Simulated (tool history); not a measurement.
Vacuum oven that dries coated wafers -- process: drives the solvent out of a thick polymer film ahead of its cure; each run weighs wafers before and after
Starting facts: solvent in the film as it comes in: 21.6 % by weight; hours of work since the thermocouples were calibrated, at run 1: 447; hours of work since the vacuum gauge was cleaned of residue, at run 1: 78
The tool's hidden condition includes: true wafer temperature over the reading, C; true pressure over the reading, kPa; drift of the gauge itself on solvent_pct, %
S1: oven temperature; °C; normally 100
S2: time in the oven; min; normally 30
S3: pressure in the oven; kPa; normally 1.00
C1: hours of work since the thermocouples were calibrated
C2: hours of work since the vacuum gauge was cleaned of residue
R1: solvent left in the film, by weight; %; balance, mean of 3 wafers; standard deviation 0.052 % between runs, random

| run | day | S1 | S2 | S3 | C1 | C2 | R1 |
|---|---|---|---|---|---|---|---|
| 1 | 0.000 | 100 | 30 | 1.00 | 447 | 78 | 1.44 |
| 2 | 0.442 | 100 | 30 | 1.00 | 456 | 87 | 1.43 |
| 3 | 0.758 | 100 | 30 | 1.00 | 462 | 93 | 1.37 |
| 4 | 1.167 | 100 | 30 | 1.00 | 469 | 100 | 1.45 |
| 5 | 1.571 | 100 | 30 | 1.00 | 477 | 108 | 1.37 |
| 6 | 1.975 | 104 | 30 | 1.00 | 484 | 115 | 1.03 |
| 7 | 2.400 | 104 | 30 | 1.00 | 492 | 123 | 1.04 |
| 8 | 2.642 | 100 | 30 | 1.11 | 496 | 127 | 1.41 |
| 9 | 3.017 | 100 | 30 | 1.00 | 503 | 134 | 1.47 |
| 10 | 3.458 | 100 | 30 | 1.00 | 512 | 143 | 1.41 |
| 11 | 3.883 | 100 | 30 | 1.00 | 519 | 150 | 1.45 |
| 12 | 4.254 | 100 | 30 | 1.00 | 526 | 157 | 1.38 |
| 13 | 4.721 | 100 | 30 | 1.00 | 535 | 166 | 1.41 |
| 14 | 5.225 | 107 | 17 | 0.90 | 544 | 175 | 2.20 |
| 15 | 5.446 | 100 | 30 | 2.02 | 548 | 179 | 1.94 |
| 16 | 5.804 | 100 | 30 | 2.02 | 555 | 186 | 1.97 |
| 17 | 6.246 | 97 | 30 | 3.13 | 563 | 194 | 3.17 |
| 18 | 6.479 | 97 | 30 | 3.13 | 568 | 199 | 3.20 |
| 19 | 6.862 | 97 | 30 | 3.13 | 575 | 206 | 3.19 |
| 20 | 7.146 | 102 | 30 | 2.84 | 580 | 211 | 2.22 |
| 21 | 7.417 | 100 | 40 | 1.41 | 585 | 216 | 1.21 |
| 22 | 7.662 | 101 | 41 | 1.41 | 589 | 220 | 1.13 |

For run 23, what comes out?
| 23 | 8.175 | 110 | 18 | 2.41 | 599 | 230 | ? |

{"run 23": {"R1": 2.2}}
Take away the tool's hidden state, keep the run-to-run variation as it was, and the same run would have given R1 1.97 %.
